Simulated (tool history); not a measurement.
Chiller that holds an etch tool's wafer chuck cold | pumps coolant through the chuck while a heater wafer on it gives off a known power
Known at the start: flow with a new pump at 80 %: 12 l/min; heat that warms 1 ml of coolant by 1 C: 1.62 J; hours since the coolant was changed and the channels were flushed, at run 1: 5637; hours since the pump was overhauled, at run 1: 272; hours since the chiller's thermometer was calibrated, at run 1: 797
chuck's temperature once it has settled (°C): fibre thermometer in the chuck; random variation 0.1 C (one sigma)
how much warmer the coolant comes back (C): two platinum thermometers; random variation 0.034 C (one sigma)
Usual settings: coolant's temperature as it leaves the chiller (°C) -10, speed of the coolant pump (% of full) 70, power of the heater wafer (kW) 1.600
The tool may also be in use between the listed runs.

run	hour	coolant's temperature as it leaves the chiller (°C)	speed of the coolant pump (% of full)	power of the heater wafer (kW)	hours since the coolant was changed and the channels were flushed	hours since the pump was overhauled	hours since the chiller's thermometer was calibrated	chuck's temperature once it has settled (°C)	how much warmer the coolant comes back (C)
1	0.0	-10	70	1.600	5637	272	797	10.8	5.60
2	34.6	-10	70	1.600	5671	306	831	10.8	5.58
3	110.4	-10	83	1.600	5747	382	907	8.7	4.79
4	187.0	-3	83	1.600	5824	459	984	15.7	4.81
5	261.1	-10	70	1.938	5898	533	1058	15.4	6.81
6	337.4	-10	70	1.938	5974	609	1134	15.5	6.81
7	390.9	-10	70	1.938	6028	663	1188	15.4	6.78
8	440.0	-10	85	1.600	6077	712	1237	8.6	4.63
9	492.7	-10	70	1.600	6129	764	1290	10.9	5.63
10	573.1	-10	70	1.600	6210	845	1370	11.3	5.60
11	654.6	-10	70	1.600	6291	926	1451	11.1	5.59
12	699.7	-10	70	1.600	6336	971	1497	11.0	5.55
13	757.5	-10	70	1.600	6394	1029	1554	11.2	5.65
14	809.5	-10	70	1.138	6446	1081	1606	5.1	4.03
15	877.5	-7	63	0.858	6514	1149	1674	5.1	3.35
16	950.6	-10	76	1.059	6587	1222	1747	3.1	3.43
17	1013.5	-13	94	1.137	6650	1285	1810	-0.8	3.01
18	1071.0	-12	78	0.956	6708	1343	1868	-0.4	3.05
19	1113.5	-12	78	1.789	6750	1385	1910	10.2	5.76
20	1184.5	-12	60	2.287	6821	1456	1981	22.0	9.38
21	1246.5	-17	60	0.843	6883	1518	2043	-4.6	3.47
22	1307.2	-17	60	0.843	6944	1579	2104	-4.7	3.41
23	1349.4	-17	69	2.309	6986	1621	2146	14.3	8.30

4 ways to go on from here, each from the tool as it stands after run 23. What would each give?
# hour 1420.7: coolant changed, channels flushed
A	1436.4	-10	70	1.744	16	1702	2227	?	?
# hour 1420.7: coolant changed, channels flushed
B	1436.4	-17	69	1.804	16	1702	2227	?	?
# hour 1420.7: coolant changed, channels flushed
C	1436.4	-10	67	1.481	16	1702	2227	?	?
# hour 1420.7: coolant changed, channels flushed
D	1436.4	-14	68	1.245	16	1702	2227	?	?

run	chuck's temperature once it has settled (°C)	how much warmer the coolant comes back (C)
A	10.9	6.19
B	4.8	6.44
C	8.3	5.49
D	1.1	4.54
Without the tool's hidden state the same runs would have given:
run	chuck's temperature once it has settled (°C)	how much warmer the coolant comes back (C)
A	10.9	6.11
B	4.8	6.36
C	8.4	5.42
D	1.2	4.49
